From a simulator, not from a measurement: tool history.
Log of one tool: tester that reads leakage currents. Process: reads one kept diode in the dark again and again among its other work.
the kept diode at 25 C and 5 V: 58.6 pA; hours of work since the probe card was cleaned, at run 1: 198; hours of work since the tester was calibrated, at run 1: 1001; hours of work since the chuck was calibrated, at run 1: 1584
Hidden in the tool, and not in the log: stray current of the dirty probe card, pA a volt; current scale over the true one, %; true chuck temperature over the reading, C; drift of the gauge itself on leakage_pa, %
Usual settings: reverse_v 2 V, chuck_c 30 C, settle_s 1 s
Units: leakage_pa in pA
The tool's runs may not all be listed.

run     day  reverse_v  chuck_c  settle_s  hours of work since the probe card was cleaned  hours of work since the tester was calibrated  hours of work since the chuck was calibrated  leakage_pa
  1       0          2       30         1                                             198                                           1001                                          1584       56.31
  2   1.579          2       30      0.68                                             223                                           1026                                          1609       56.78
  3    3.75          2       30      0.68                                             258                                           1061                                          1644       56.65
  4   6.675          2       30      0.68                                             304                                           1108                                          1690       57.04
  5    9.05          2       30         1                                             342                                           1145                                          1728       56.89
     10.642  -- chuck's temperature calibrated
  6  11.408          2       30         1                                             379                                           1182                                            12       59.02
  7  14.392          2       30         1                                             426                                           1229                                            60        59.2
  8  16.992          2       30         1                                             468                                           1271                                           101       59.68
  9  18.788          2       30         1                                             496                                           1300                                           130       59.94
 10  21.058          2       30         1                                             533                                           1336                                           166       59.72
 11  24.058          2       30         1                                             580                                           1384                                           214       60.37
 12  26.096          2       30         1                                             613                                           1416                                           247       59.75
 13  29.288          2       30      1.54                                             664                                           1467                                           298       60.53
     31.212  -- chuck's temperature calibrated, once more
 14  31.471          2       30      1.54                                             697                                           1501                                             4       50.58
 15  33.833          2       30      1.54                                             735                                           1538                                            42       50.72
 16  35.546          2       30      1.54                                             763                                           1566                                            69       50.73
 17  37.921       3.33       30      1.54                                             800                                           1604                                           107       69.71
 18  41.438       3.33       30      1.54                                             857                                           1660                                           163       70.34
 19  44.012       3.33       30      1.54                                             898                                           1701                                           204       70.43
 20    47.9      19.04       30      1.54                                             960                                           1763                                           266       208.9
 21  49.592          2       25      0.43                                             987                                           1790                                           293       37.86
 22    51.9      10.75       40      0.67                                            1024                                           1827                                           330      291.19
 23  54.167          2       46      0.99                                            1060                                           1863                                           366      155.99
 24    56.1       1.25       30       9.5                                            1091                                           1894                                           397       39.08
 25  58.917       4.01       30         1                                            1135                                           1939                                           442       80.93
 26  62.462       1.13       45         1                                            1192                                           1995                                           499      104.32
 27  64.367       1.13       45         1                                            1223                                           2026                                           529      104.48
 28  66.675       1.13       45         1                                            1259                                           2062                                           566      104.66
 29  70.521       1.13       45         1                                            1321                                           2124                                           627      104.99
 30  73.067          2       59         1                                            1361                                           2164                                           668      359.58
 31  75.929          2       59         1                                            1407                                           2210                                           714      357.71
 32  78.983       1.27       30      0.33                                            1456                                           2259                                           762       42.05
 33  81.604       1.51       30         1                                            1498                                           2301                                           804       45.92
 34  85.279       1.51       30         1                                            1556                                           2359                                           863        46.1
 35  87.588      10.76       28      1.64                                            1593                                           2396                                           900      136.67
 36  90.225          2       53         1                                            1635                                           2438                                           942       249.9
 37  93.796       5.78       51      6.49                                            1692                                           2495                                           999      418.99
 38  96.596      17.69       20      0.37                                            1737                                           2540                                          1044      129.93
 39   98.35       1.27       42      1.64                                            1765                                           2568                                          1072       95.08

Forecast each of these 5 alternatives for the next run:
  A  100.321      11.52       24      2.57                                            1796                                           2600                                          1103           ?
  B  100.321       2.38       42      1.64                                            1796                                           2600                                          1103           ?
  C  100.321       1.18       29      1.79                                            1796                                           2600                                          1103           ?
  D  100.321       1.27       42      1.48                                            1796                                           2600                                          1103           ?
  E  100.321       2.54       30      3.61                                            1796                                           2600                                          1103           ?

run  leakage_pa
  A      111.29
  B      139.04
  C       37.33
  D       95.46
  E       64.33
Without the tool's hidden state the same runs would have given:
run  leakage_pa
  A       91.13
  B       127.7
  C        33.5
  D       88.06
  E        57.2
